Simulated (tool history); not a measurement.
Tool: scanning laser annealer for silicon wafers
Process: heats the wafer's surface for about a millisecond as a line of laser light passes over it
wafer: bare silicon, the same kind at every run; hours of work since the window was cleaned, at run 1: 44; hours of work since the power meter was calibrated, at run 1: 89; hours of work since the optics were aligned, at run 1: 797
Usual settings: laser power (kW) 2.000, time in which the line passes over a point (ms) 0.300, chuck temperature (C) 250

run	hour	laser power (kW)	time in which the line passes over a point (ms)	chuck temperature (C)	hours of work since the window was cleaned	hours of work since the power meter was calibrated	hours of work since the optics were aligned	highest temperature of the surface (C)
1	0.0	2.000	0.300	250	44	89	797	996
2	42.6	2.000	0.300	250	61	106	814	996
3	82.4	2.000	0.300	250	77	122	830	997
4	107.5	2.179	0.300	250	87	132	840	1081
5	139.1	2.179	0.300	250	100	145	853	1083
6	178.6	2.000	0.300	250	116	161	868	997
7	225.5	2.000	0.300	250	135	179	887	992
8	259.5	2.000	0.300	250	148	193	901	991
9	306.6	2.126	0.300	250	167	212	920	1054
10	334.6	2.027	0.300	250	178	223	931	1004
11	362.3	2.036	0.300	250	189	234	942	1005
12	388.1	2.036	0.300	250	200	245	952	1004
13	433.0	2.036	0.300	250	218	263	971	1006
14	469.6	2.000	0.300	226	233	277	985	963
15	503.6	2.023	0.300	250	246	291	999	998
16	541.8	2.000	0.300	250	261	306	1014	985
17	565.2	2.000	0.300	250	271	316	1024	985
18	605.1	2.000	0.300	250	287	332	1040	986
19	650.4	2.000	0.300	250	305	350	1058	985
20	683.0	2.000	0.300	250	318	363	1071	986
21	726.6	2.000	0.300	250	336	381	1088	981
22	762.9	2.000	0.300	250	350	395	1103	982
23	805.1	1.791	0.285	250	367	412	1120	867
24	833.8	2.026	0.214	238	379	424	1131	877
25	871.8	2.026	0.214	238	394	439	1147	873
26	892.6	2.026	0.380	257	402	447	1155	1084
27	932.6	1.759	0.243	244	418	463	1171	801
# hour 952.8: optics aligned, line set to its width
28	985.3	1.996	0.249	250	438	482	13	934
29	1031.0	1.996	0.249	250	456	501	31	936
30	1073.2	1.996	0.249	250	473	518	48	933
31	1101.8	1.996	0.249	250	484	529	60	936
32	1152.5	2.000	0.300	278	505	550	80	1022
33	1201.3	2.000	0.300	278	524	569	100	1023
34	1241.9	2.000	0.300	278	541	585	116	1021
35	1291.9	1.826	0.306	250	561	605	136	914
36	1339.9	2.159	0.246	230	580	625	155	977
37	1368.8	1.860	0.263	235	591	636	167	868
# hour 1382.9: window over the wafer cleaned
38	1403.1	1.860	0.274	270	8	649	180	929
39	1425.5	1.860	0.274	270	17	658	189	932
40	1460.4	1.860	0.274	270	31	672	203	930
41	1511.5	1.860	0.274	270	52	693	223	934

3 ways to go on from here, each from the tool as it stands after run 41. What would each give?
A	1557.4	1.804	0.274	283	70	711	242	?
B	1557.4	2.200	0.249	215	70	711	242	?
C	1557.4	1.774	0.276	250	70	711	242	?

run	highest temperature of the surface (C)
A	917
B	998
C	870
Without the tool's hidden state the same runs would have given:
run	highest temperature of the surface (C)
A	926
B	1010
C	879

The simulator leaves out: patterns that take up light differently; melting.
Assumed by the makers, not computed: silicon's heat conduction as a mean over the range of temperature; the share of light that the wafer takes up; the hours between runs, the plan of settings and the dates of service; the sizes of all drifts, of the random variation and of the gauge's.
